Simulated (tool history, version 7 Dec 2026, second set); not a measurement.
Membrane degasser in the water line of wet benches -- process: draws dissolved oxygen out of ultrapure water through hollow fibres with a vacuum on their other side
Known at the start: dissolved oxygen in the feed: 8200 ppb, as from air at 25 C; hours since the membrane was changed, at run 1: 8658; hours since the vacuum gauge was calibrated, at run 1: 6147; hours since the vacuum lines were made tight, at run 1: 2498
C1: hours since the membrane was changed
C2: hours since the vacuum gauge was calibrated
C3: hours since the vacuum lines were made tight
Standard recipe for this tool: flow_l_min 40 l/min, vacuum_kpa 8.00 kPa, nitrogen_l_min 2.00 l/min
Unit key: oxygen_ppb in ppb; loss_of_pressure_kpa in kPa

{"run": 1, "day": 0.0, "flow_l_min": 40, "vacuum_kpa": 8.0, "nitrogen_l_min": 2.0, "C1": 8658, "C2": 6147, "C3": 2498, "oxygen_ppb": 428.2, "loss_of_pressure_kpa": 40.37}
{"run": 2, "day": 5.962, "flow_l_min": 40, "vacuum_kpa": 8.0, "nitrogen_l_min": 2.0, "C1": 8801, "C2": 6290, "C3": 2641, "oxygen_ppb": 424.8, "loss_of_pressure_kpa": 40.39}
{"run": 3, "day": 11.458, "flow_l_min": 40, "vacuum_kpa": 8.0, "nitrogen_l_min": 3.56, "C1": 8933, "C2": 6422, "C3": 2773, "oxygen_ppb": 342.5, "loss_of_pressure_kpa": 40.25}
{"run": 4, "day": 16.633, "flow_l_min": 40, "vacuum_kpa": 12.27, "nitrogen_l_min": 2.0, "C1": 9057, "C2": 6546, "C3": 2897, "oxygen_ppb": 591.0, "loss_of_pressure_kpa": 40.42}
{"run": 5, "day": 21.742, "flow_l_min": 40, "vacuum_kpa": 12.27, "nitrogen_l_min": 2.0, "C1": 9179, "C2": 6669, "C3": 3020, "oxygen_ppb": 590.9, "loss_of_pressure_kpa": 40.36}
{"run": 6, "day": 27.929, "flow_l_min": 40, "vacuum_kpa": 8.0, "nitrogen_l_min": 2.0, "C1": 9328, "C2": 6817, "C3": 3168, "oxygen_ppb": 422.2, "loss_of_pressure_kpa": 40.35}
{"run": 7, "day": 37.088, "flow_l_min": 40, "vacuum_kpa": 8.0, "nitrogen_l_min": 2.0, "C1": 9548, "C2": 7037, "C3": 3388, "oxygen_ppb": 428.8, "loss_of_pressure_kpa": 40.44}
{"run": 8, "day": 43.262, "flow_l_min": 42, "vacuum_kpa": 4.8, "nitrogen_l_min": 3.21, "C1": 9696, "C2": 7185, "C3": 3536, "oxygen_ppb": 308.2, "loss_of_pressure_kpa": 42.27}
{"run": 9, "day": 48.404, "flow_l_min": 62, "vacuum_kpa": 12.6, "nitrogen_l_min": 3.91, "C1": 9819, "C2": 7308, "C3": 3659, "oxygen_ppb": 988.5, "loss_of_pressure_kpa": 61.98}
{"run": 10, "day": 54.25, "flow_l_min": 62, "vacuum_kpa": 9.06, "nitrogen_l_min": 2.48, "C1": 9960, "C2": 7449, "C3": 3800, "oxygen_ppb": 958.3, "loss_of_pressure_kpa": 62.68}
{"day": 59.9, "done": "vacuum gauge calibrated"}
{"run": 11, "day": 62.312, "flow_l_min": 61, "vacuum_kpa": 15.07, "nitrogen_l_min": 2.0, "C1": 10153, "C2": 58, "C3": 3993, "oxygen_ppb": 1306.1, "loss_of_pressure_kpa": 61.49}
{"run": 12, "day": 67.896, "flow_l_min": 61, "vacuum_kpa": 15.07, "nitrogen_l_min": 2.0, "C1": 10287, "C2": 192, "C3": 4127, "oxygen_ppb": 1313.6, "loss_of_pressure_kpa": 61.18}
{"run": 13, "day": 78.725, "flow_l_min": 34, "vacuum_kpa": 5.61, "nitrogen_l_min": 0.99, "C1": 10547, "C2": 452, "C3": 4387, "oxygen_ppb": 299.5, "loss_of_pressure_kpa": 33.98}

Alternative continuations, all from the tool just after run 13; predict every row:
{"run": "A", "day": 86.796, "flow_l_min": 34, "vacuum_kpa": 8.48, "nitrogen_l_min": 1.73, "C1": 10740, "C2": 645, "C3": 4580, "oxygen_ppb": "?", "loss_of_pressure_kpa": "?"}
{"run": "B", "day": 86.796, "flow_l_min": 40, "vacuum_kpa": 8.0, "nitrogen_l_min": 5.01, "C1": 10740, "C2": 645, "C3": 4580, "oxygen_ppb": "?", "loss_of_pressure_kpa": "?"}
{"run": "C", "day": 86.796, "flow_l_min": 25, "vacuum_kpa": 5.61, "nitrogen_l_min": 0.99, "C1": 10740, "C2": 645, "C3": 4580, "oxygen_ppb": "?", "loss_of_pressure_kpa": "?"}
{"run": "D", "day": 86.796, "flow_l_min": 25, "vacuum_kpa": 10.52, "nitrogen_l_min": 1.43, "C1": 10740, "C2": 645, "C3": 4580, "oxygen_ppb": "?", "loss_of_pressure_kpa": "?"}
{"run": "E", "day": 86.796, "flow_l_min": 41, "vacuum_kpa": 5.32, "nitrogen_l_min": 0.81, "C1": 10740, "C2": 645, "C3": 4580, "oxygen_ppb": "?", "loss_of_pressure_kpa": "?"}

run=A oxygen_ppb=348.1 loss_of_pressure_kpa=34.24
run=B oxygen_ppb=315.6 loss_of_pressure_kpa=40.37
run=C oxygen_ppb=166.0 loss_of_pressure_kpa=25.20
run=D oxygen_ppb=310.2 loss_of_pressure_kpa=25.23
run=E oxygen_ppb=439.2 loss_of_pressure_kpa=41.30
Had the tool no hidden state, the same runs would have come out as:
run=A oxygen_ppb=347.2 loss_of_pressure_kpa=34.18
run=B oxygen_ppb=314.2 loss_of_pressure_kpa=40.29
run=C oxygen_ppb=165.6 loss_of_pressure_kpa=25.16
run=D oxygen_ppb=309.8 loss_of_pressure_kpa=25.19
run=E oxygen_ppb=437.6 loss_of_pressure_kpa=41.22
